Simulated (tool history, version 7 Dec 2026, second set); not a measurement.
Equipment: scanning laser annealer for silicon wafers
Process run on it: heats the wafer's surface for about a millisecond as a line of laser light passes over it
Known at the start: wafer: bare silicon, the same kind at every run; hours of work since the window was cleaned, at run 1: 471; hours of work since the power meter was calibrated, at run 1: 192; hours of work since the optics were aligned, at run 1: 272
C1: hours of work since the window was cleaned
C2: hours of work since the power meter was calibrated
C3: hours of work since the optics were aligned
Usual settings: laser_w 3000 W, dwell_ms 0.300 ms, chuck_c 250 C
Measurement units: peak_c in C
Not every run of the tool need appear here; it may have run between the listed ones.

Run 1, day 0.000: usual settings; C1 471; C2 192; C3 272. Result: peak_c 1011 C.
Run 2, day 0.467: usual settings; C1 477; C2 198; C3 278. Result: peak_c 1011 C.
Run 3, day 0.758: usual settings; C1 481; C2 201; C3 281. Result: peak_c 1013 C.
Run 4, day 1.154: usual settings; C1 486; C2 206; C3 286. Result: peak_c 1012 C.
Run 5, day 1.542: usual settings; C1 490; C2 211; C3 291. Result: peak_c 1014 C.
Run 6, day 2.083: usual settings; C1 497; C2 217; C3 297. Result: peak_c 1010 C.
Run 7, day 2.675: usual settings but laser_w 2557 W; C1 504; C2 225; C3 304. Result: peak_c 864 C.
Run 8, day 3.279: usual settings but dwell_ms 0.262 ms; C1 511; C2 232; C3 312. Result: peak_c 955 C.
Run 9, day 3.633: usual settings but laser_w 2735 W, dwell_ms 0.313 ms, chuck_c 234 C; C1 516; C2 236; C3 316. Result: peak_c 919 C.
Run 10, day 4.079: usual settings but dwell_ms 0.380 ms, chuck_c 271 C; C1 521; C2 242; C3 322. Result: peak_c 1132 C.
Run 11, day 4.425: usual settings but laser_w 2606 W, dwell_ms 0.257 ms, chuck_c 221 C; C1 525; C2 246; C3 326. Result: peak_c 798 C.
Run 12, day 4.738: usual settings but laser_w 3051 W, chuck_c 267 C; C1 529; C2 250; C3 330. Result: peak_c 1046 C.
Run 13, day 5.071: usual settings but laser_w 2831 W, dwell_ms 0.247 ms, chuck_c 277 C; C1 533; C2 254; C3 334. Result: peak_c 908 C.
Run 14, day 5.675: usual settings but laser_w 2708 W, dwell_ms 0.236 ms, chuck_c 232 C; C1 541; C2 261; C3 341. Result: peak_c 813 C.
Run 15, day 5.942: usual settings but laser_w 2922 W, dwell_ms 0.226 ms, chuck_c 255 C; C1 544; C2 264; C3 344. Result: peak_c 884 C.

Selected run-to-run steps in peak_c, each split into two signed amounts: the part the tool would show with no hidden state at all (from settings, incoming material and random variation), and the remainder, which goes to the hidden state together with any gauge scatter not common to the measured and the hidden-state-free results:
What the log doesn't record here: light that passes the window, % of a clean one's; laser's true power over the reading, %; width of the line over the set one, %; drift of the gauge itself on peak_c, C.
Run 10 -> 11: laser_w 3000 -> 2606, dwell_ms 0.380 -> 0.257, chuck_c 271 -> 221. peak_c -334 C: hidden state +12, all else -346.

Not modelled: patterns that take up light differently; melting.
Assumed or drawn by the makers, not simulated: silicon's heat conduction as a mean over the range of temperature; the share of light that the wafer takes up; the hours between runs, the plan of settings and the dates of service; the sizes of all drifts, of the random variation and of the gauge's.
